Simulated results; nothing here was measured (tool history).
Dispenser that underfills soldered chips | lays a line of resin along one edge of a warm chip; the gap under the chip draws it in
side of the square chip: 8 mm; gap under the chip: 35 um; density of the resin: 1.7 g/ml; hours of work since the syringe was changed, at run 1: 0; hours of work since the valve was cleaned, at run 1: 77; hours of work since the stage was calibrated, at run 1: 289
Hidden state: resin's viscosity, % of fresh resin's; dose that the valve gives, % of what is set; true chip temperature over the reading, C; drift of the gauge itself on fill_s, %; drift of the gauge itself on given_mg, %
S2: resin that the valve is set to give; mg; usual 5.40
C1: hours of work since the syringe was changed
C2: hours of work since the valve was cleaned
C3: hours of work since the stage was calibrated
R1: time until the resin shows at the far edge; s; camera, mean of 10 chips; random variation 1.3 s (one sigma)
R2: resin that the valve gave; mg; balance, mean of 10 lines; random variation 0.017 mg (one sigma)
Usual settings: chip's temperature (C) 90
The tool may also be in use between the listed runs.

Run 1, day 0.000: usual settings; C1 0; C2 77; C3 289. Result: R1 146.9 s, R2 5.28 mg.
Run 2, day 0.417: usual settings; C1 8; C2 85; C3 297. Result: R1 203.8 s, R2 5.25 mg.
At day 0.508: new syringe of resin.
Run 3, day 0.883: usual settings; C1 7; C2 93; C3 305. Result: R1 187.1 s, R2 5.24 mg.
At day 0.996: new syringe of resin.
Run 4, day 1.142: usual settings but S2 6.33 mg; C1 3; C2 98; C3 310. Result: R1 157.6 s, R2 6.14 mg.
At day 1.504: new syringe of resin.
Run 5, day 1.554: usual settings but S2 6.33 mg; C1 1; C2 105; C3 317. Result: R1 146.0 s, R2 6.12 mg.
Run 6, day 1.929: usual settings but S2 6.33 mg; C1 8; C2 112; C3 324. Result: R1 197.9 s, R2 6.10 mg.
At day 2.008: new syringe of resin.
Run 7, day 2.171: usual settings but S2 6.33 mg; C1 3; C2 116; C3 328. Result: R1 159.6 s, R2 6.10 mg.
Run 8, day 2.454: usual settings but chip's temperature (C) 94, S2 6.33 mg; C1 8; C2 122; C3 334. Result: R1 169.9 s, R2 6.09 mg.
At day 2.496: new syringe of resin.
Run 9, day 2.729: usual settings but chip's temperature (C) 94, S2 6.33 mg; C1 4; C2 127; C3 339. Result: R1 146.0 s, R2 6.05 mg.
At day 3.000: new syringe of resin.
At day 3.233: dispensing valve cleaned and set on the balance.
Run 10, day 3.275: usual settings but chip's temperature (C) 94, S2 5.72 mg; C1 4; C2 1; C3 348. Result: R1 145.3 s, R2 5.72 mg.
At day 3.533: new syringe of resin.
Run 11, day 3.708: usual settings but chip's temperature (C) 75; C1 3; C2 9; C3 356. Result: R1 299.8 s, R2 5.41 mg.
At day 4.021: new syringe of resin.
Run 12, day 4.179: usual settings but chip's temperature (C) 84, S2 6.36 mg; C1 3; C2 17; C3 364. Result: R1 202.3 s, R2 6.32 mg.
At day 4.508: new syringe of resin.
Run 13, day 4.592: usual settings but chip's temperature (C) 86, S2 5.82 mg; C1 2; C2 25; C3 372. Result: R1 177.3 s, R2 5.75 mg.
Run 14, day 4.850: usual settings but chip's temperature (C) 102, S2 5.81 mg; C1 6; C2 29; C3 376. Result: R1 119.3 s, R2 5.75 mg.
At day 4.996: new syringe of resin.
Run 15, day 5.325: usual settings but chip's temperature (C) 88, S2 4.71 mg; C1 6; C2 38; C3 385. Result: R1 206.5 s, R2 4.63 mg.
At day 5.504: new syringe of resin.
Run 16, day 5.758: usual settings but chip's temperature (C) 97, S2 5.19 mg; C1 5; C2 46; C3 393. Result: R1 137.5 s, R2 5.09 mg.
At day 6.025: new syringe of resin.
Run 17, day 6.075: usual settings but chip's temperature (C) 102, S2 5.31 mg; C1 1; C2 51; C3 398. Result: R1 96.7 s, R2 5.21 mg.
Run 18, day 6.350: usual settings but chip's temperature (C) 102, S2 5.31 mg; C1 6; C2 57; C3 404. Result: R1 121.6 s, R2 5.23 mg.

4 ways to go on from here, each from the tool as it stands after run 18. What would each give?
At day 6.554: new syringe of resin.
Run A, day 6.612: usual settings but chip's temperature (C) 79, S2 4.85 mg; C1 1; C2 61; C3 408. Result: R1 ?, R2 ?.
At day 6.554: new syringe of resin.
Run B, day 6.612: usual settings but chip's temperature (C) 84, S2 5.86 mg; C1 1; C2 61; C3 408. Result: R1 ?, R2 ?.
At day 6.554: new syringe of resin.
Run C, day 6.612: usual settings but chip's temperature (C) 95, S2 6.52 mg; C1 1; C2 61; C3 408. Result: R1 ?, R2 ?.
At day 6.554: new syringe of resin.
Run D, day 6.612: usual settings but chip's temperature (C) 95, S2 4.87 mg; C1 1; C2 61; C3 408. Result: R1 ?, R2 ?.

run     R1    R2
  A  240.4  4.73
  B  189.0  5.72
  C  122.1  6.39
  D  127.3  4.76
Without the tool's hidden state the same runs would have given:
run     R1    R2
  A  207.3  4.83
  B  164.1  5.85
  C  106.8  6.53
  D  110.7  4.86
